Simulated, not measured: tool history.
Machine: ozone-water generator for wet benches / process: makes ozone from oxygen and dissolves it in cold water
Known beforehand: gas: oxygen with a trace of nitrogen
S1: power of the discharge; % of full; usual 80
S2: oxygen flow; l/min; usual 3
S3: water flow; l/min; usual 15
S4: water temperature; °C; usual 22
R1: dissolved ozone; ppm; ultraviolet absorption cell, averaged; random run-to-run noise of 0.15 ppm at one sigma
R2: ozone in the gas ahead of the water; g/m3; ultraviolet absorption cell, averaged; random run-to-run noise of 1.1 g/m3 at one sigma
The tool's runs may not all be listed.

run    hour  S1    S2  S3  S4    R1     R2
  1       0  80     3  15  22  17.9  197.4
  2    59.8  80     3  15  22    18  195.4
  3   137.3  80  1.88  15  22  15.6    233
  4   201.6  80  1.88  15  22  15.7  231.9
  5   262.4  80  1.88  15  22  15.3  231.9
  6   300.9  80     3  15  16    19  195.6
  7   364.6  90     3  15  22    19  208.1
  8   411.8  90     3  15  22  19.1  209.7
  9   487.6  80     3  15  22  17.7  195.4
 10   541.6  80     3  15  22  17.7  194.2
 11   580.4  80     3  15  22    18  196.7
 12   615.6  80     3  15  22  17.5  194.1
 13   688.5  80     3  15  22  17.2  196.1
 14   732.5  80  3.47  10  22  24.7  184.7
      740.3  -- water thermometer calibrated
 15   806.8  80  2.78  20  22  12.9  200.1
 16   853.6  53  3.56  11  22    18  145.6
 17   924.2  51  3.56  11  22  17.7  143.6
 18   961.1  65   3.8   9  17  25.5  157.4
 19  1042.9  65  4.78  16  19  16.8  146.1
 20  1086.1  65  4.78  10  28  19.3  146.2
     1116.7  -- water thermometer calibrated, once more
 21  1163.2  60  4.78  10  16  23.7  140.9
 22  1207.6  81  5.05   9  24  25.3  159.6
 23  1277.5  81  1.82  12  21    19  234.3
 24  1364.7  70  3.16  12  23  19.3  178.1
 25  1415.2  70  3.16  12  23  19.3  174.4
 26  1497.1  70  2.58  12  18  20.1  187.7

Below, some changes in R1 between adjacent runs. For each, the amount present without the hidden state too (settings, incoming material, random variation) and the amount remaining for the hidden state with gauge scatter not shared by both compared results:
Hidden state present: yield of the discharge, % of new electrodes'; contactor's efficiency, % of a clean one's; true water temperature over the reading, C; drift of the gauge itself on ozone_ppm, %; drift of the gauge itself on gas_g_m3, %.
Run 14 -> 15: S2 3.47 -> 2.78, S3 10 -> 20, water thermometer calibrated. R1 -11.8 ppm: hidden state +0.4, all else -12.2.
Run 17 -> 18: S1 51 -> 65, S2 3.56 -> 3.8, S3 11 -> 9, S4 22 -> 17. R1 +7.8 ppm: hidden state -0.4, all else +8.2.
Run 18 -> 19: S2 3.8 -> 4.78, S3 9 -> 16, S4 17 -> 19. R1 -8.7 ppm: hidden state +0.3, all else -9.
